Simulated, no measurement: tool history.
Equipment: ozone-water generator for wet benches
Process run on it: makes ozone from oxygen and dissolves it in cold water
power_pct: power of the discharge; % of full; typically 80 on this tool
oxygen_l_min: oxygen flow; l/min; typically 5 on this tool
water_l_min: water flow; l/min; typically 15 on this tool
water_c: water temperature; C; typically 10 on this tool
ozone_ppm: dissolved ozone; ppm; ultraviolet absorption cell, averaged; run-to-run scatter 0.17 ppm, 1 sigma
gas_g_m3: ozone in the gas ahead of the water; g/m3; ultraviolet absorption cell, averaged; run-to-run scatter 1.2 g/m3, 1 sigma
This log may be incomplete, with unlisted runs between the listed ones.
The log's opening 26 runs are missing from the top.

run,hour,power_pct,oxygen_l_min,water_l_min,water_c,hours of work since the electrodes were changed,hours of work since the contactor was cleaned,hours of work since the thermometer was calibrated,ozone_ppm,gas_g_m3
27,2855.6,71,2.92,15,9,7083,1570,3172,21.7,303.9
28,2929.1,71,2.92,15,9,7146,1632,3235,22,302.6
29,3016.9,71,2.92,15,9,7221,1707,3309,22,301
30,3078.1,71,2.92,15,9,7273,1760,3362,21.6,304.6
31,3182.4,71,2.92,15,9,7362,1849,3451,21.9,300
32,3244,80,2.93,20,10,7415,1901,3504,17.6,328.2
33,3384.2,55,4.74,14,10,7535,2021,3623,19.7,190.3
34,3510,55,4.74,14,10,7642,2129,3731,19.6,189.8

Alternative continuations, all from the tool just after run 34; predict every row:
A,3600.4,50,4.74,14,10,7719,2206,3808,?,?
B,3600.4,59,4.93,19,10,7719,2206,3808,?,?
C,3600.4,55,4.74,11,11,7719,2206,3808,?,?

run,ozone_ppm,gas_g_m3
A,18.9,182.5
B,15.5,195
C,23.3,192.2
Take away the tool's hidden state, keep each run's random variation, and the runs would have read:
run,ozone_ppm,gas_g_m3
A,18.9,178.4
B,15.5,190.6
C,23.3,187.9
